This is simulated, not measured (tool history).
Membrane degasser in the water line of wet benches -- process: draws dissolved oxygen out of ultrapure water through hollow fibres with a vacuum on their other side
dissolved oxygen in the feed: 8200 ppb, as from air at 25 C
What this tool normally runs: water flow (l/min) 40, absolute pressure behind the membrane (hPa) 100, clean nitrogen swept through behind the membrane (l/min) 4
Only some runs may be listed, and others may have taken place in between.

run	hour	water flow (l/min)	absolute pressure behind the membrane (hPa)	clean nitrogen swept through behind the membrane (l/min)	dissolved oxygen in the water behind the degasser (ppb)	pressure that the water loses in the fibres (hPa)
1	0	40	100	4	173.9	563.3
2	133.4	40	100	4	174	563.3
3	306.7	40	100	4	172.3	565.7
4	560.4	40	100	4	173.2	564.3
5	698.3	40	191	4	370.1	564.5
6	840.6	40	191	4	374.7	563.4
7	1060.2	40	100	4	171.4	567
8	1163.2	28	100	4	116	397.4
9	1326.2	28	100	4	115.6	396.3
# hour 1356.5: seals of the vacuum lines changed
10	1513	28	100	4	115.1	397.7
11	1753.9	28	100	4	113.4	399.8
12	1966.1	28	100	4	115.4	401.1
13	2170.2	28	100	4	116.7	399.3
# hour 2381.3: membrane cartridge changed
14	2421.1	28	100	4	113.3	396.2
15	2524.8	44	100	4	193.7	626
16	2713.7	44	100	4	195.3	628.5
17	2855.9	40	63	3.5	96.6	571.8
18	2980	34	100	6.89	85.7	487.1
19	3193.3	44	158	2.79	449	625.9
20	3395.2	34	158	3.23	307.4	490.7
21	3648.2	51	98	2.17	363.9	736.7
22	3820.2	28	209	5.66	208.8	404.8
23	4044	28	155	5.66	146.5	404.1
24	4231.9	33	155	5.66	174.8	474.9
25	4414.3	33	155	8.02	127.9	475.2
26	4613.1	33	155	8.02	125.3	481.4
27	4806.3	49	155	5.73	272.7	703.8
28	4980.2	49	155	5.73	272.6	709.9
29	5225.3	49	155	5.73	282.4	708.4
# hour 5239.1: seals of the vacuum lines changed
30	5429.4	31	100	10.48	51.8	449
# hour 5582.2: gauge calibrated
31	5660.9	31	100	10.48	51.8	436.4

4 ways to go on from here, each from the tool as it stands after run 31. What would each give?
A	5907.8	27	214	1.89	?	?
B	5907.8	55	69	4.31	?	?
C	5907.8	40	100	4.84	?	?
D	5907.8	46	107	9.36	?	?

run	dissolved oxygen in the water behind the degasser (ppb)	pressure that the water loses in the fibres (hPa)
A	570.6	383.2
B	160.1	775.3
C	148.5	565.6
D	110.6	647.2
Take away the tool's hidden state, keep each run's random variation, and the runs would have read:
run	dissolved oxygen in the water behind the degasser (ppb)	pressure that the water loses in the fibres (hPa)
A	570.4	382.3
B	159.8	773.5
C	148.4	564.4
D	110.4	645.7

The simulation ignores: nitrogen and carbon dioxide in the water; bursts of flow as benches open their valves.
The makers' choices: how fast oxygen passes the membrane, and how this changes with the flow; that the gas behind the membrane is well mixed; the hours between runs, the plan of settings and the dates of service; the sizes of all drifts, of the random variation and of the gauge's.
